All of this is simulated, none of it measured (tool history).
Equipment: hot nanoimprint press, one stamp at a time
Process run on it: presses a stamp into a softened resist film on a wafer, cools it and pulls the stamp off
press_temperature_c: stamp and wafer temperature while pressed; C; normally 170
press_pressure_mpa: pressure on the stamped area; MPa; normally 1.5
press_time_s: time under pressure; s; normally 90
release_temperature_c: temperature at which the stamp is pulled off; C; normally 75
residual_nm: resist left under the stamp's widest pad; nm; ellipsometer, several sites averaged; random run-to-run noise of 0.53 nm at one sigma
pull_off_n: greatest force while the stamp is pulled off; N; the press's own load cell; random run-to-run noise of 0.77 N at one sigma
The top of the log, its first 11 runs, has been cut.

Run 12, hour 325.1: usual settings. Result: residual_nm 98.9 nm, pull_off_n 91.4 N.
Run 13, hour 366.1: usual settings. Result: residual_nm 98.5 nm, pull_off_n 92.1 N.
Run 14, hour 385.2: usual settings. Result: residual_nm 98.9 nm, pull_off_n 93.2 N.
At hour 402.9: stamp cleaned and given a new release coat.
Run 15, hour 418.5: usual settings. Result: residual_nm 98.5 nm, pull_off_n 91.7 N.
Run 16, hour 451.2: usual settings. Result: residual_nm 99.3 nm, pull_off_n 90.2 N.
Run 17, hour 494.1: usual settings. Result: residual_nm 99 nm, pull_off_n 93.2 N.
Run 18, hour 536.7: usual settings. Result: residual_nm 97.9 nm, pull_off_n 91.2 N.
Run 19, hour 560.7: usual settings but press_temperature_c 172 C, press_pressure_mpa 1.22 MPa, release_temperature_c 82 C. Result: residual_nm 97.7 nm, pull_off_n 82.1 N.
Run 20, hour 600.1: usual settings but press_temperature_c 178 C, press_pressure_mpa 1.22 MPa, press_time_s 112 s, release_temperature_c 82 C. Result: residual_nm 67.8 nm, pull_off_n 82.8 N.
Run 21, hour 630: usual settings but press_temperature_c 178 C, press_pressure_mpa 1.22 MPa, press_time_s 112 s, release_temperature_c 82 C. Result: residual_nm 67.5 nm, pull_off_n 82 N.
At hour 667.2: stamp cleaned and given a new release coat.
Run 22, hour 681.7: usual settings but press_temperature_c 178 C, press_pressure_mpa 1.87 MPa, press_time_s 112 s, release_temperature_c 70 C. Result: residual_nm 54.5 nm, pull_off_n 98.1 N.
Run 23, hour 716.8: usual settings but press_temperature_c 178 C, press_pressure_mpa 1.87 MPa, press_time_s 112 s, release_temperature_c 70 C. Result: residual_nm 54.8 nm, pull_off_n 98.2 N.
Run 24, hour 748.7: usual settings but press_temperature_c 173 C, press_time_s 46 s, release_temperature_c 73 C. Result: residual_nm 109.3 nm, pull_off_n 95.8 N.
At hour 781.4: press's hydraulic seals changed and the load cell set to zero.
Run 25, hour 788.5: usual settings but press_temperature_c 173 C, press_time_s 58 s, release_temperature_c 73 C. Result: residual_nm 100 nm, pull_off_n 94.9 N.
At hour 799.9: plate thermocouple calibrated.
Run 26, hour 814.7: usual settings but press_temperature_c 173 C, press_time_s 58 s, release_temperature_c 73 C. Result: residual_nm 100.5 nm, pull_off_n 94.5 N.
Run 27, hour 835.7: usual settings but press_temperature_c 173 C, press_time_s 58 s, release_temperature_c 73 C. Result: residual_nm 101.9 nm, pull_off_n 94.9 N.
Run 28, hour 865.2: usual settings but press_temperature_c 173 C, press_pressure_mpa 1.06 MPa, press_time_s 179 s, release_temperature_c 73 C. Result: residual_nm 75.8 nm, pull_off_n 94.2 N.
Run 29, hour 894.8: usual settings but press_temperature_c 173 C, press_pressure_mpa 1.08 MPa, press_time_s 146 s, release_temperature_c 73 C. Result: residual_nm 81.4 nm, pull_off_n 94.9 N.
Run 30, hour 932.1: usual settings but press_temperature_c 160 C, press_time_s 71 s. Result: residual_nm 159.6 nm, pull_off_n 93.8 N.
At hour 944: stamp cleaned and given a new release coat.
Run 31, hour 974: usual settings but press_temperature_c 160 C, press_time_s 71 s. Result: residual_nm 157.8 nm, pull_off_n 91 N.

Predict each of these 3 candidate next runs independently; none follows another, all start after run 31:
Run A, hour 1015.1: usual settings but press_temperature_c 168 C, press_time_s 151 s. Result: residual_nm ?, pull_off_n ?.
Run B, hour 1015.1: usual settings but press_pressure_mpa 1.6 MPa. Result: residual_nm ?, pull_off_n ?.
Run C, hour 1015.1: usual settings but press_pressure_mpa 2 MPa, press_time_s 62 s, release_temperature_c 82 C. Result: residual_nm ?, pull_off_n ?.

run  residual_nm  pull_off_n
  A           90        91.8
  B           96        91.9
  C        101.5        82.7
Without the tool's unlogged condition, the same runs would have read:
run  residual_nm  pull_off_n
  A         90.1        91.8
  B           96        91.8
  C        101.5        82.6
